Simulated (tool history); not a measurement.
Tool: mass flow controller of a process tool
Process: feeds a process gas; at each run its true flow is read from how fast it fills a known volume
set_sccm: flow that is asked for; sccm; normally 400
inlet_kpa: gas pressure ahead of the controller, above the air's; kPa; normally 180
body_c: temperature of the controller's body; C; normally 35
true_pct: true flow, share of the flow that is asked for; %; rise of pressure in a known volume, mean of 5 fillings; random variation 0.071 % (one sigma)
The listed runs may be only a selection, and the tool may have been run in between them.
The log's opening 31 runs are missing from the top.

run     hour  set_sccm  inlet_kpa  body_c  true_pct
 32   9491.5       159        180      35     99.75
 33   9933.4       338        270      35    101.44
 34  10282.5       338        270      35     101.5
 35  10696.1       829        202      29    102.46
 36  11073.5       829        202      29    102.39
 37  11515.9       829        202      29    102.33
 38  11949.4       221        144      32     98.78
 39  12146.2       221        143      29      98.4
 40  12536.1       179        278      35     98.58
 41  12795.6       179        278      35     98.23
 42  13115.8       179        278      35     98.02
 43    13516       179        278      35     97.75
 44  13808.4       179        278      35     97.63
 45  14032.3       179        278      35     97.51
 46    14416       387        169      25     99.86
 47  14722.8       387        169      25     99.74
 48  14962.1       387        169      25      99.8
 49  15194.9       387        169      35    100.47

Alternative continuations, all from the tool just after run 49; predict every row:
     15235.5  -- controller exchanged for a calibrated one
  A  15410.5       551        167      25         ?
     15235.5  -- controller exchanged for a calibrated one
  B  15410.5       544        180      35         ?
     15235.5  -- controller exchanged for a calibrated one
  C  15410.5       248        195      21         ?

run  true_pct
  A     98.96
  B     99.72
  C     98.31
With the hidden condition removed and each run's random variation left untouched, the same runs would have given:
run  true_pct
  A     98.96
  B     99.72
  C      98.4
